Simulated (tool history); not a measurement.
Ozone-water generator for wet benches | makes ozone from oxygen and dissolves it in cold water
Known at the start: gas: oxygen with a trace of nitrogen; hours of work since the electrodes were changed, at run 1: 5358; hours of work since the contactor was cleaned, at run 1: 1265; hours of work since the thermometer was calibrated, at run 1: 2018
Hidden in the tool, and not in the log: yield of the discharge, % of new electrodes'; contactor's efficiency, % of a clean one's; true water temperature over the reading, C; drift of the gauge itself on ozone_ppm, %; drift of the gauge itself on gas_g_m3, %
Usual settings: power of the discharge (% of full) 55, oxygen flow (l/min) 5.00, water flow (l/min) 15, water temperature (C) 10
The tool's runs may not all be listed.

| run | day | power of the discharge (% of full) | oxygen flow (l/min) | water flow (l/min) | water temperature (C) | hours of work since the electrodes were changed | hours of work since the contactor was cleaned | hours of work since the thermometer was calibrated | dissolved ozone (ppm) | ozone in the gas ahead of the water (g/m3) |
|---|---|---|---|---|---|---|---|---|---|---|
| 1 | 0.000 | 55 | 5.00 | 15 | 10 | 5358 | 1265 | 2018 | 29.0 | 223.8 |
| 2 | 2.521 | 55 | 5.00 | 15 | 10 | 5417 | 1324 | 2077 | 29.3 | 224.6 |
| 3 | 6.938 | 55 | 5.00 | 15 | 10 | 5520 | 1427 | 2180 | 28.8 | 225.2 |
| 4 | 12.042 | 55 | 5.00 | 18 | 10 | 5640 | 1546 | 2299 | 24.1 | 225.9 |
| 5 | 15.750 | 55 | 5.00 | 10 | 10 | 5726 | 1633 | 2386 | 40.7 | 224.1 |
| 6 | 20.912 | 55 | 5.00 | 15 | 10 | 5847 | 1754 | 2506 | 29.0 | 222.3 |
| 7 | 26.433 | 55 | 5.00 | 15 | 10 | 5976 | 1883 | 2635 | 28.8 | 225.2 |
| 8 | 29.033 | 59 | 5.00 | 15 | 10 | 6037 | 1943 | 2696 | 30.1 | 233.5 |
| 9 | 32.825 | 55 | 2.70 | 15 | 10 | 6125 | 2032 | 2785 | 26.5 | 296.6 |
| 10 | 37.604 | 55 | 2.70 | 15 | 10 | 6237 | 2144 | 2896 | 25.8 | 297.9 |
| 11 | 41.471 | 55 | 2.70 | 15 | 10 | 6327 | 2234 | 2987 | 25.8 | 299.6 |
| 12 | 46.592 | 55 | 5.00 | 15 | 10 | 6447 | 2353 | 3106 | 28.8 | 224.0 |
| 13 | 50.771 | 85 | 5.00 | 15 | 10 | 6544 | 2451 | 3204 | 38.1 | 294.8 |
| 14 | 54.229 | 85 | 5.00 | 15 | 10 | 6625 | 2532 | 3285 | 37.8 | 292.2 |
| 15 | 59.696 | 85 | 5.00 | 15 | 10 | 6753 | 2660 | 3412 | 37.5 | 294.4 |
| 16 | 64.267 | 85 | 5.00 | 15 | 10 | 6860 | 2766 | 3519 | 37.8 | 291.8 |
|  | 64.842 | contactor cleaned |
| 17 | 69.283 | 85 | 5.00 | 15 | 10 | 6973 | 104 | 3632 | 37.0 | 294.7 |
| 18 | 72.029 | 85 | 5.00 | 15 | 10 | 7037 | 168 | 3697 | 37.3 | 295.1 |
|  | 73.292 | contactor cleaned, once more |
| 19 | 77.133 | 85 | 5.00 | 15 | 10 | 7152 | 90 | 3812 | 37.8 | 292.5 |
| 20 | 80.433 | 85 | 5.00 | 12 | 10 | 7230 | 167 | 3889 | 46.1 | 294.8 |
| 21 | 83.346 | 85 | 3.11 | 12 | 10 | 7298 | 235 | 3957 | 44.0 | 368.1 |
| 22 | 87.892 | 65 | 8.65 | 17 | 10 | 7404 | 341 | 4063 | 28.7 | 187.5 |
| 23 | 93.154 | 65 | 8.65 | 17 | 10 | 7527 | 464 | 4186 | 29.2 | 189.8 |
| 24 | 98.567 | 65 | 8.65 | 17 | 10 | 7653 | 590 | 4313 | 28.7 | 190.6 |
| 25 | 103.625 | 65 | 8.65 | 17 | 10 | 7771 | 709 | 4431 | 28.7 | 190.1 |
| 26 | 106.446 | 65 | 8.65 | 17 | 10 | 7837 | 775 | 4497 | 28.9 | 188.4 |
| 27 | 110.588 | 72 | 2.59 | 15 | 10 | 7934 | 871 | 4594 | 30.7 | 352.0 |
| 28 | 115.100 | 50 | 2.59 | 15 | 7 | 8039 | 977 | 4699 | 24.4 | 280.0 |
| 29 | 119.462 | 50 | 2.59 | 22 | 16 | 8141 | 1079 | 4801 | 14.6 | 280.5 |
| 30 | 125.179 | 46 | 5.57 | 13 | 8 | 8275 | 1212 | 4934 | 29.9 | 184.6 |
| 31 | 130.142 | 45 | 5.00 | 16 | 11 | 8391 | 1328 | 5050 | 23.2 | 194.5 |
| 32 | 135.317 | 55 | 8.34 | 15 | 8 | 8512 | 1449 | 5171 | 29.5 | 171.8 |
| 33 | 140.292 | 73 | 3.73 | 15 | 8 | 8628 | 1565 | 5287 | 33.3 | 296.0 |

3 ways to go on from here, each from the tool as it stands after run 33. What would each give?
| A | 143.346 | 70 | 5.00 | 15 | 10 | 8699 | 1637 | 5359 | ? | ? |
| B | 143.346 | 73 | 3.72 | 14 | 9 | 8699 | 1637 | 5359 | ? | ? |
| C | 143.346 | 84 | 3.18 | 15 | 8 | 8699 | 1637 | 5359 | ? | ? |

| run | dissolved ozone (ppm) | ozone in the gas ahead of the water (g/m3) |
|---|---|---|
| A | 32.8 | 254.3 |
| B | 35.2 | 297.4 |
| C | 34.9 | 350.4 |
Without the tool's hidden state the same runs would have given:
| run | dissolved ozone (ppm) | ozone in the gas ahead of the water (g/m3) |
|---|---|---|
| A | 36.4 | 278.5 |
| B | 39.2 | 326.7 |
| C | 39.1 | 388.1 |
